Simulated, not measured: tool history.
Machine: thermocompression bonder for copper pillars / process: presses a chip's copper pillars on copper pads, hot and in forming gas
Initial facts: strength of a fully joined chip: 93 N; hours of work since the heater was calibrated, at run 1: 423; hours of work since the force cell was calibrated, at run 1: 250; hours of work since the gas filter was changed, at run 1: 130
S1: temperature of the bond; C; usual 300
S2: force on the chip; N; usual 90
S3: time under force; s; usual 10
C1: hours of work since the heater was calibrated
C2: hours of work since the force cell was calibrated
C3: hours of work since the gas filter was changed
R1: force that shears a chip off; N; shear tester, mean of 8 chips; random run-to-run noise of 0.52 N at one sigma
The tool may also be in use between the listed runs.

Run 1, hour 0.0: usual settings; C1 423; C2 250; C3 130. Result: R1 52.3 N.
Run 2, hour 4.2: usual settings but S1 299 C; C1 427; C2 253; C3 134. Result: R1 52.6 N.
Run 3, hour 9.3: usual settings but S1 299 C; C1 431; C2 257; C3 138. Result: R1 53.3 N.
Run 4, hour 18.9: usual settings but S1 299 C, S3 7 s; C1 438; C2 265; C3 146. Result: R1 46.0 N.
Run 5, hour 24.2: usual settings but S1 299 C, S3 7 s; C1 442; C2 269; C3 150. Result: R1 46.3 N.
Run 6, hour 29.8: usual settings but S1 299 C, S3 7 s; C1 447; C2 274; C3 154. Result: R1 46.5 N.
Run 7, hour 38.0: usual settings; C1 453; C2 280; C3 161. Result: R1 53.2 N.
Run 8, hour 44.2: usual settings but S1 302 C; C1 458; C2 285; C3 165. Result: R1 54.4 N.
Run 9, hour 49.1: usual settings but S1 301 C; C1 462; C2 289; C3 169. Result: R1 54.7 N.
Run 10, hour 58.2: usual settings but S1 301 C; C1 469; C2 296; C3 177. Result: R1 54.0 N.
Run 11, hour 65.9: usual settings but S2 54 N; C1 475; C2 302; C3 183. Result: R1 31.0 N.
Run 12, hour 70.6: usual settings; C1 479; C2 306; C3 186. Result: R1 53.6 N.
Run 13, hour 75.3: usual settings but S1 287 C; C1 483; C2 310; C3 190. Result: R1 46.3 N.
Run 14, hour 79.8: usual settings but S2 103 N; C1 486; C2 313; C3 194. Result: R1 58.1 N.
Run 15, hour 85.4: usual settings but S2 103 N; C1 491; C2 318; C3 198. Result: R1 59.8 N.
Run 16, hour 92.2: usual settings but S2 103 N; C1 496; C2 323; C3 204. Result: R1 59.2 N.
At hour 95.8: forming gas filter changed.
Run 17, hour 99.1: usual settings but S2 103 N; C1 501; C2 328; C3 3. Result: R1 59.7 N.
Run 18, hour 106.6: usual settings but S3 12 s; C1 507; C2 334; C3 9. Result: R1 56.3 N.
Run 19, hour 111.5: usual settings but S1 294 C, S2 74 N, S3 21 s; C1 511; C2 338; C3 12. Result: R1 53.7 N.
Run 20, hour 119.9: usual settings but S1 279 C, S2 69 N, S3 26 s; C1 518; C2 345; C3 19. Result: R1 44.6 N.
Run 21, hour 125.8: usual settings but S1 279 C, S2 69 N; C1 523; C2 349; C3 24. Result: R1 30.8 N.
Run 22, hour 133.0: usual settings but S1 278 C, S2 130 N, S3 6 s; C1 528; C2 355; C3 29. Result: R1 49.3 N.
Run 23, hour 137.6: usual settings but S1 328 C, S2 88 N, S3 28 s; C1 532; C2 359; C3 33. Result: R1 82.8 N.
Run 24, hour 142.7: usual settings but S1 312 C, S2 64 N, S3 12 s; C1 536; C2 363; C3 37. Result: R1 46.5 N.
Run 25, hour 151.7: usual settings but S1 272 C, S2 93 N, S3 14 s; C1 543; C2 370; C3 44. Result: R1 43.2 N.
Run 26, hour 157.2: usual settings but S1 312 C, S2 89 N, S3 21 s; C1 547; C2 374; C3 49. Result: R1 72.7 N.
Run 27, hour 166.6: usual settings but S1 296 C, S2 62 N, S3 18 s; C1 555; C2 382; C3 56. Result: R1 43.7 N.
Run 28, hour 171.4: usual settings but S1 318 C, S2 66 N, S3 18 s; C1 559; C2 385; C3 60. Result: R1 59.4 N.
Run 29, hour 179.2: usual settings but S2 97 N, S3 23 s; C1 565; C2 392; C3 66. Result: R1 69.9 N.
Run 30, hour 183.9: usual settings but S1 288 C; C1 569; C2 395; C3 70. Result: R1 45.8 N.
Run 31, hour 188.2: usual settings but S1 325 C, S3 5 s; C1 572; C2 399; C3 73. Result: R1 55.5 N.
Run 32, hour 194.6: usual settings but S1 291 C, S2 130 N, S3 8 s; C1 577; C2 404; C3 78. Result: R1 61.8 N.
Run 33, hour 203.9: usual settings but S1 286 C, S2 82 N, S3 23 s; C1 584; C2 411; C3 86. Result: R1 54.4 N.
Run 34, hour 210.1: usual settings but S1 286 C, S2 82 N, S3 23 s; C1 589; C2 416; C3 91. Result: R1 54.3 N.
Run 35, hour 217.5: usual settings but S1 290 C, S2 55 N; C1 595; C2 422; C3 96. Result: R1 27.8 N.
Run 36, hour 222.4: usual settings but S1 290 C, S2 55 N; C1 599; C2 426; C3 100. Result: R1 27.5 N.

Predict each of these 5 candidate next runs independently; none follows another, all start after run 36:
Run A, hour 228.5: usual settings but S1 301 C, S2 79 N, S3 19 s; C1 604; C2 431; C3 105. Result: R1 ?.
Run B, hour 228.5: usual settings but S1 277 C, S2 64 N, S3 24 s; C1 604; C2 431; C3 105. Result: R1 ?.
Run C, hour 228.5: usual settings but S1 308 C, S2 55 N, S3 21 s; C1 604; C2 431; C3 105. Result: R1 ?.
Run D, hour 228.5: usual settings but S1 286 C, S2 92 N; C1 604; C2 431; C3 105. Result: R1 ?.
Run E, hour 228.5: usual settings but S1 278 C, S2 55 N, S3 13 s; C1 604; C2 431; C3 105. Result: R1 ?.

run    R1
  A  59.3
  B  37.8
  C  46.8
  D  46.0
  E  25.9
What these runs would have given with no unlogged condition in the tool:
run    R1
  A  59.2
  B  37.7
  C  46.7
  D  45.9
  E  25.8

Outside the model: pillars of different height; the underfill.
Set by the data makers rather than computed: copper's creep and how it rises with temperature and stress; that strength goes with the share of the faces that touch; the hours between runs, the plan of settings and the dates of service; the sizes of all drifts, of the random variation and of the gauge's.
